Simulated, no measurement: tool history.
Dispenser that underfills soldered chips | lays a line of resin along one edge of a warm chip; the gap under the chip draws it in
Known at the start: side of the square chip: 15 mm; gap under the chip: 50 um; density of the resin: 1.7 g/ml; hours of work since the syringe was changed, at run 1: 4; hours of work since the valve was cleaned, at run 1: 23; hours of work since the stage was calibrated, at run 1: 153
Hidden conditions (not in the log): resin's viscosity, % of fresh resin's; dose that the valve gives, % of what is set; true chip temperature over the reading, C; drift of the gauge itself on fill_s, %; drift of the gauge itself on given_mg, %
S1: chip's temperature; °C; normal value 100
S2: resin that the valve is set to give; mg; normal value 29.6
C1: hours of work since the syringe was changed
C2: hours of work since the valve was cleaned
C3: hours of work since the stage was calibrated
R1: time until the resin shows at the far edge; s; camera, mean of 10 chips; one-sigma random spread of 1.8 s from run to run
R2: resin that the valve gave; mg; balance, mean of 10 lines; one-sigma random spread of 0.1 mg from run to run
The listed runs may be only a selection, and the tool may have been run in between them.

run 1 hour=0 | S1=100 S2=29.6 | C1=4 C2=23 C3=153 | R1=258.1 R2=29.36
-- hour=3.7 new syringe of resin
run 2 hour=4.6 | S1=100 S2=29.6 | C1=1 C2=26 C3=156 | R1=191.8 R2=29.25
run 3 hour=7.3 | S1=100 S2=28.2 | C1=3 C2=27 C3=158 | R1=234.1 R2=27.82
-- hour=13.7 new syringe of resin
run 4 hour=13.7 | S1=100 S2=28.2 | C1=0 C2=32 C3=162 | R1=185 R2=27.85
run 5 hour=19.6 | S1=100 S2=29.6 | C1=4 C2=36 C3=166 | R1=259.8 R2=29.25
-- hour=23.4 new syringe of resin
run 6 hour=25.3 | S1=100 S2=29.6 | C1=1 C2=40 C3=170 | R1=214.1 R2=29.13
run 7 hour=31.3 | S1=100 S2=29.6 | C1=6 C2=44 C3=174 | R1=303 R2=29.02
-- hour=33.2 new syringe of resin
run 8 hour=36 | S1=100 S2=29.6 | C1=2 C2=47 C3=177 | R1=220.5 R2=29.08
run 9 hour=39.7 | S1=100 S2=29.9 | C1=5 C2=50 C3=180 | R1=272.6 R2=29.3
-- hour=43.3 new syringe of resin
run 10 hour=46 | S1=100 S2=29.9 | C1=2 C2=54 C3=184 | R1=220.3 R2=29.37
run 11 hour=49.8 | S1=100 S2=29.6 | C1=5 C2=57 C3=187 | R1=274 R2=28.99
-- hour=53.4 new syringe of resin
run 12 hour=55 | S1=103 S2=29.6 | C1=1 C2=60 C3=190 | R1=178.3 R2=28.78
run 13 hour=60.1 | S1=103 S2=29.6 | C1=5 C2=64 C3=194 | R1=242.8 R2=28.91
-- hour=63.4 new syringe of resin
run 14 hour=64.9 | S1=100 S2=29.6 | C1=1 C2=67 C3=197 | R1=203.3 R2=28.99
run 15 hour=69.5 | S1=100 S2=29.6 | C1=4 C2=70 C3=200 | R1=273.7 R2=28.73
-- hour=73.3 new syringe of resin
run 16 hour=75.9 | S1=100 S2=37.8 | C1=2 C2=74 C3=204 | R1=213.8 R2=36.75
-- hour=82 dispensing valve cleaned and set on the balance
run 17 hour=82 | S1=100 S2=37.8 | C1=5 C2=0 C3=208 | R1=291.6 R2=37.67
-- hour=84.5 new syringe of resin
run 18 hour=84.9 | S1=100 S2=37.8 | C1=0 C2=2 C3=210 | R1=188.7 R2=37.65
run 19 hour=90.2 | S1=97 S2=37.7 | C1=4 C2=6 C3=214 | R1=299.1 R2=37.8
run 20 hour=93.6 | S1=102 S2=25.4 | C1=6 C2=8 C3=216 | R1=305.1 R2=25.31
-- hour=94.3 new syringe of resin
run 21 hour=97.1 | S1=102 S2=25.4 | C1=2 C2=10 C3=218 | R1=214.2 R2=25.31
run 22 hour=103.2 | S1=100 S2=31 | C1=6 C2=14 C3=223 | R1=318.9 R2=30.73
-- hour=104.5 new syringe of resin
run 23 hour=107.7 | S1=100 S2=26.3 | C1=2 C2=17 C3=225 | R1=231.6 R2=26.16
run 24 hour=113.6 | S1=86 S2=26.7 | C1=6 C2=22 C3=230 | R1=654.7 R2=26.4
-- hour=114.3 new syringe of resin
run 25 hour=118.5 | S1=86 S2=26.7 | C1=3 C2=25 C3=233 | R1=488.8 R2=26.46
run 26 hour=123.6 | S1=86 S2=26.7 | C1=7 C2=28 C3=236 | R1=668.6 R2=26.43
-- hour=124.4 new syringe of resin
run 27 hour=128.2 | S1=86 S2=26.7 | C1=3 C2=31 C3=239 | R1=487.3 R2=26.28
run 28 hour=132.1 | S1=99 S2=27.8 | C1=5 C2=34 C3=242 | R1=321.4 R2=27.43
-- hour=134.2 new syringe of resin
run 29 hour=137.9 | S1=87 S2=29.6 | C1=3 C2=38 C3=246 | R1=426.8 R2=29.3
run 30 hour=140.5 | S1=100 S2=27.5 | C1=4 C2=40 C3=248 | R1=276.8 R2=27.01
run 31 hour=143.3 | S1=100 S2=27.5 | C1=6 C2=42 C3=250 | R1=321.1 R2=27.01
-- hour=144.1 new syringe of resin
run 32 hour=146.8 | S1=102 S2=30.6 | C1=2 C2=44 C3=252 | R1=202 R2=30.06
run 33 hour=151.7 | S1=102 S2=38.4 | C1=5 C2=48 C3=256 | R1=268.7 R2=37.58
-- hour=153.9 new syringe of resin
run 34 hour=157.3 | S1=112 S2=36.5 | C1=2 C2=51 C3=259 | R1=130.2 R2=35.87
run 35 hour=159.9 | S1=95 S2=37.1 | C1=4 C2=53 C3=261 | R1=337.8 R2=36.4

Consider 3 possible next runs. They are alternatives, not a sequence: every one starts from the tool as it was left by run 35. What does each give?
-- hour=163.8 new syringe of resin
run A hour=166.3 | S1=104 S2=27.8 | C1=2 C2=57 C3=265 | R1=? R2=?
-- hour=163.8 new syringe of resin
run B hour=166.3 | S1=95 S2=26.5 | C1=2 C2=57 C3=265 | R1=? R2=?
-- hour=163.8 new syringe of resin
run C hour=166.3 | S1=95 S2=37.5 | C1=2 C2=57 C3=265 | R1=? R2=?

run=A R1=185.2 R2=27.26
run=B R1=283.7 R2=25.92
run=C R1=273.3 R2=36.68
With no hidden state in the tool, these same runs would have given:
run=A R1=151.1 R2=27.85
run=B R1=230.7 R2=26.48
run=C R1=223.2 R2=37.47

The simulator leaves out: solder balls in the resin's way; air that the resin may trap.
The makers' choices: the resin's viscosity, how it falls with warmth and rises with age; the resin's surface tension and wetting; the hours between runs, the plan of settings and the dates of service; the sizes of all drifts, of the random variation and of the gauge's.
